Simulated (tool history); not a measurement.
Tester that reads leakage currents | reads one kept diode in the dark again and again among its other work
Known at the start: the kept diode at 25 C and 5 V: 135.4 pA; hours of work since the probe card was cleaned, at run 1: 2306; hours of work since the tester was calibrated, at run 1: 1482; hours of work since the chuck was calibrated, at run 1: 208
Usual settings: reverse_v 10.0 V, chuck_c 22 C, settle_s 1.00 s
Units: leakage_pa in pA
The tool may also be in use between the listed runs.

run,hour,reverse_v,chuck_c,settle_s,hours of work since the probe card was cleaned,hours of work since the tester was calibrated,hours of work since the chuck was calibrated,leakage_pa
1,0.0,10.0,22,1.00,2306,1482,208,153.61
2,58.5,10.0,22,1.00,2334,1510,236,153.72
3,127.9,10.0,22,7.46,2367,1543,269,151.53
4,205.7,10.0,57,7.46,2403,1580,306,2252.40
5,247.8,16.4,22,1.00,2423,1599,326,197.10
6,324.3,16.4,22,1.00,2459,1636,362,197.92
7,388.4,16.4,22,1.00,2490,1666,392,198.23
8,438.9,7.1,22,1.00,2514,1690,416,134.27
9,501.2,2.5,22,1.00,2543,1719,445,83.82
10,575.9,2.5,22,1.00,2578,1755,481,84.45
11,642.1,2.5,22,1.00,2610,1786,512,84.18
12,696.5,2.5,22,1.00,2635,1812,538,84.59
13,732.5,5.7,22,1.00,2652,1829,555,124.96
14,809.0,13.0,31,1.28,2689,1865,591,376.53
15,844.0,2.0,40,0.36,2705,1881,607,330.16
16,889.4,2.2,43,0.40,2727,1903,629,435.60
17,937.7,10.0,25,5.30,2749,1925,652,206.69
18,979.7,10.0,34,2.25,2769,1945,671,425.16
19,1056.7,10.0,34,2.25,2806,1982,708,428.91
20,1092.3,9.1,59,0.69,2822,1999,725,2586.23
21,1155.0,2.2,41,7.78,2852,2028,754,376.80
22,1205.1,10.3,32,1.86,2876,2052,778,376.37
23,1273.4,10.0,33,8.00,2908,2084,810,401.17
24,1316.5,10.0,33,8.00,2928,2105,831,402.05
25,1363.3,10.0,20,8.00,2950,2127,853,139.91

3 ways to go on from here, each from the tool as it stands after run 25. What would each give?
A,1427.5,16.7,25,8.00,2981,2157,883,?
B,1427.5,13.2,51,0.39,2981,2157,883,?
C,1427.5,11.1,40,8.00,2981,2157,883,?

run,leakage_pa
A,268.77
B,1783.41
C,727.23
Without the tool's hidden state the same runs would have given:
run,leakage_pa
A,231.98
B,1618.56
C,651.82
